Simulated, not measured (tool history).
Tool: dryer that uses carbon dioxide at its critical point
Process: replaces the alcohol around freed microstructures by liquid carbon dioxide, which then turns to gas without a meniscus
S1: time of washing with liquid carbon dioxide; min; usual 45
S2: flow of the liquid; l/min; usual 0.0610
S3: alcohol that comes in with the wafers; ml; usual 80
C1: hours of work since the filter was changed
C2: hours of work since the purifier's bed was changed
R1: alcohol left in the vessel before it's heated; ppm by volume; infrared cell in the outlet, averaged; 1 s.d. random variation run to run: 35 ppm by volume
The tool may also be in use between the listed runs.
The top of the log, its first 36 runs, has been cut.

Run 37, hour 263.7: usual settings but S1 31 min, S2 0.1023 l/min, S3 112 ml; C1 436; C2 406. Result: R1 2259 ppm by volume.
Run 38, hour 271.8: usual settings but S1 31 min, S2 0.0571 l/min, S3 112 ml; C1 442; C2 412. Result: R1 16951 ppm by volume.
Run 39, hour 278.2: usual settings but S1 31 min, S2 0.0571 l/min, S3 112 ml; C1 447; C2 417. Result: R1 17118 ppm by volume.
Run 40, hour 286.0: usual settings but S2 0.0723 l/min, S3 54 ml; C1 452; C2 423. Result: R1 1017 ppm by volume.
Run 41, hour 290.5: usual settings but S2 0.0461 l/min; C1 456; C2 426. Result: R1 8127 ppm by volume.
Run 42, hour 298.2: usual settings but S2 0.0461 l/min, S3 40 ml; C1 462; C2 432. Result: R1 4029 ppm by volume.
Run 43, hour 302.7: usual settings but S2 0.0962 l/min, S3 26 ml; C1 465; C2 435. Result: R1 148 ppm by volume.
Run 44, hour 309.5: usual settings but S2 0.0968 l/min; C1 470; C2 441. Result: R1 340 ppm by volume.
Run 45, hour 314.6: usual settings but S2 0.0968 l/min; C1 474; C2 444. Result: R1 346 ppm by volume.
Run 46, hour 321.3: usual settings but S1 52 min, S2 0.0524 l/min, S3 78 ml; C1 479; C2 449. Result: R1 3164 ppm by volume.
Run 47, hour 328.3: usual settings but S1 49 min, S3 76 ml; C1 485; C2 455. Result: R1 2058 ppm by volume.
Run 48, hour 333.5: usual settings but S1 63 min, S2 0.0674 l/min, S3 37 ml; C1 489; C2 459. Result: R1 218 ppm by volume.

Branching from run 48: 3 alternative next runs. What would each branch give?
Run A, hour 343.9: usual settings but S1 37 min, S2 0.0905 l/min; C1 497; C2 467. Result: R1 ?.
Run B, hour 343.9: usual settings but S1 57 min; C1 497; C2 467. Result: R1 ?.
Run C, hour 343.9: usual settings but S1 70 min, S2 0.0674 l/min, S3 96 ml; C1 497; C2 467. Result: R1 ?.

run    R1
  A  1291
  B  1106
  C   265
Had the tool no hidden state, the same runs would have come out as:
run   R1
  A  874
  B  736
  C  133
